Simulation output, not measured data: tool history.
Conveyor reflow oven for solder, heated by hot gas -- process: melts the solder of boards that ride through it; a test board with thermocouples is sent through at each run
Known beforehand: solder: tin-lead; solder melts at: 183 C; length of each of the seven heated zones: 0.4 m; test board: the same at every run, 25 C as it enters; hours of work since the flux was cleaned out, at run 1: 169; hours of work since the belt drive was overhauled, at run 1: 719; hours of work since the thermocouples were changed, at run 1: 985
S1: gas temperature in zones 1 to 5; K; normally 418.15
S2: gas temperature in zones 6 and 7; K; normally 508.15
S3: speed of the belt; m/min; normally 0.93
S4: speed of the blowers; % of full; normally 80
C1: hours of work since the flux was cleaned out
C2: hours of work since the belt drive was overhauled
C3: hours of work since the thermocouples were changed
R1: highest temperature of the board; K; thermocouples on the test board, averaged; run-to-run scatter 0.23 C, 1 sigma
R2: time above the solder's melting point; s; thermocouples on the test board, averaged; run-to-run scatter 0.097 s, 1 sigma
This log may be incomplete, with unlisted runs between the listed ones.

run 1 hour=0 | S1=418.15 S2=508.15 S3=0.93 S4=80 | C1=169 C2=719 C3=985 | R1=494.85 R2=42.68
run 2 hour=33.9 | S1=418.15 S2=508.15 S3=0.838 S4=80 | C1=196 C2=746 C3=1012 | R1=497.05 R2=48.88
-- hour=52.3 flux residue cleaned out of gas plates and filters
run 3 hour=53.9 | S1=418.15 S2=508.15 S3=0.905 S4=80 | C1=1 C2=758 C3=1024 | R1=495.55 R2=44.24
run 4 hour=86.2 | S1=418.15 S2=508.15 S3=0.905 S4=80 | C1=27 C2=784 C3=1049 | R1=495.05 R2=44.31
run 5 hour=112.5 | S1=418.15 S2=508.15 S3=0.905 S4=80 | C1=48 C2=804 C3=1070 | R1=495.15 R2=44.14
run 6 hour=143.7 | S1=418.15 S2=508.15 S3=0.905 S4=80 | C1=73 C2=829 C3=1095 | R1=495.55 R2=44.09
run 7 hour=167.5 | S1=418.15 S2=508.15 S3=0.905 S4=80 | C1=91 C2=848 C3=1114 | R1=495.45 R2=44.25
run 8 hour=182.8 | S1=418.15 S2=508.15 S3=0.93 S4=80 | C1=104 C2=860 C3=1126 | R1=494.55 R2=42.6
run 9 hour=214.5 | S1=418.15 S2=508.15 S3=0.93 S4=80 | C1=129 C2=885 C3=1151 | R1=494.85 R2=42.56
run 10 hour=243.3 | S1=418.15 S2=508.15 S3=0.902 S4=80 | C1=152 C2=908 C3=1174 | R1=495.05 R2=44.38
run 11 hour=258.6 | S1=418.15 S2=508.15 S3=0.93 S4=80 | C1=164 C2=920 C3=1186 | R1=494.55 R2=42.69
run 12 hour=291.2 | S1=418.15 S2=508.15 S3=0.93 S4=80 | C1=190 C2=946 C3=1212 | R1=494.45 R2=42.71
-- hour=317.6 flux residue cleaned out of gas plates and filters
run 13 hour=320.2 | S1=418.15 S2=508.15 S3=0.93 S4=80 | C1=2 C2=965 C3=1231 | R1=494.75 R2=42.73
run 14 hour=350.8 | S1=418.15 S2=508.15 S3=0.93 S4=80 | C1=26 C2=990 C3=1255 | R1=494.75 R2=42.6
run 15 hour=380.5 | S1=418.15 S2=508.15 S3=0.93 S4=80 | C1=50 C2=1013 C3=1279 | R1=494.55 R2=42.66
run 16 hour=412.4 | S1=418.15 S2=508.15 S3=0.93 S4=80 | C1=75 C2=1038 C3=1304 | R1=494.15 R2=42.48
run 17 hour=436.9 | S1=430.15 S2=520.15 S3=0.924 S4=53 | C1=95 C2=1058 C3=1323 | R1=502.15 R2=49.07
run 18 hour=451.3 | S1=417.15 S2=520.15 S3=0.928 S4=75 | C1=106 C2=1069 C3=1335 | R1=504.55 R2=46.1
run 19 hour=485.2 | S1=406.15 S2=520.15 S3=0.966 S4=75 | C1=133 C2=1096 C3=1362 | R1=500.95 R2=40.81
-- hour=498.4 thermocouples of zones 6 and 7 changed
run 20 hour=506.3 | S1=423.15 S2=508.15 S3=0.93 S4=74 | C1=148 C2=1111 C3=6 | R1=494.15 R2=43.87
run 21 hour=527.6 | S1=405.15 S2=508.15 S3=0.93 S4=86 | C1=165 C2=1128 C3=23 | R1=493.35 R2=39.23
run 22 hour=559.3 | S1=418.15 S2=508.15 S3=1.024 S4=80 | C1=190 C2=1153 C3=48 | R1=491.75 R2=37.38
run 23 hour=576 | S1=418.15 S2=508.15 S3=1.024 S4=80 | C1=203 C2=1167 C3=62 | R1=491.55 R2=37.27
-- hour=586.1 flux residue cleaned out of gas plates and filters
run 24 hour=614.3 | S1=407.15 S2=508.15 S3=1.074 S4=80 | C1=22 C2=1193 C3=88 | R1=488.25 R2=31.2
run 25 hour=646.3 | S1=407.15 S2=512.15 S3=1.074 S4=80 | C1=48 C2=1218 C3=113 | R1=491.95 R2=32.8
run 26 hour=674.7 | S1=418.15 S2=498.15 S3=0.93 S4=80 | C1=70 C2=1241 C3=136 | R1=485.95 R2=38.49
run 27 hour=699.2 | S1=418.15 S2=502.15 S3=1.116 S4=80 | C1=90 C2=1260 C3=155 | R1=484.55 R2=30.37
run 28 hour=733.3 | S1=418.15 S2=502.15 S3=1.116 S4=80 | C1=117 C2=1287 C3=182 | R1=484.15 R2=30.35
run 29 hour=762 | S1=418.15 S2=502.15 S3=1.116 S4=80 | C1=139 C2=1310 C3=205 | R1=484.05 R2=30.45
run 30 hour=789.2 | S1=418.15 S2=502.15 S3=1.116 S4=80 | C1=161 C2=1332 C3=227 | R1=484.45 R2=30.4

4 options for the next run, each taken on its own from the tool as it stands now. Forecast them:
run A hour=808.3 | S1=418.15 S2=508.15 S3=0.94 S4=80 | C1=176 C2=1347 C3=242 | R1=? R2=?
run B hour=808.3 | S1=425.15 S2=502.15 S3=1.116 S4=80 | C1=176 C2=1347 C3=242 | R1=? R2=?
run C hour=808.3 | S1=428.15 S2=500.15 S3=1.116 S4=84 | C1=176 C2=1347 C3=242 | R1=? R2=?
run D hour=808.3 | S1=431.15 S2=502.15 S3=1.116 S4=80 | C1=176 C2=1347 C3=242 | R1=? R2=?

run=A R1=494.25 R2=42.09
run=B R1=485.75 R2=32.95
run=C R1=485.65 R2=33.53
run=D R1=486.95 R2=35.02
With no hidden state in the tool, these same runs would have given:
run=A R1=494.35 R2=42.11
run=B R1=485.85 R2=32.98
run=C R1=485.65 R2=33.55
run=D R1=486.95 R2=35.04

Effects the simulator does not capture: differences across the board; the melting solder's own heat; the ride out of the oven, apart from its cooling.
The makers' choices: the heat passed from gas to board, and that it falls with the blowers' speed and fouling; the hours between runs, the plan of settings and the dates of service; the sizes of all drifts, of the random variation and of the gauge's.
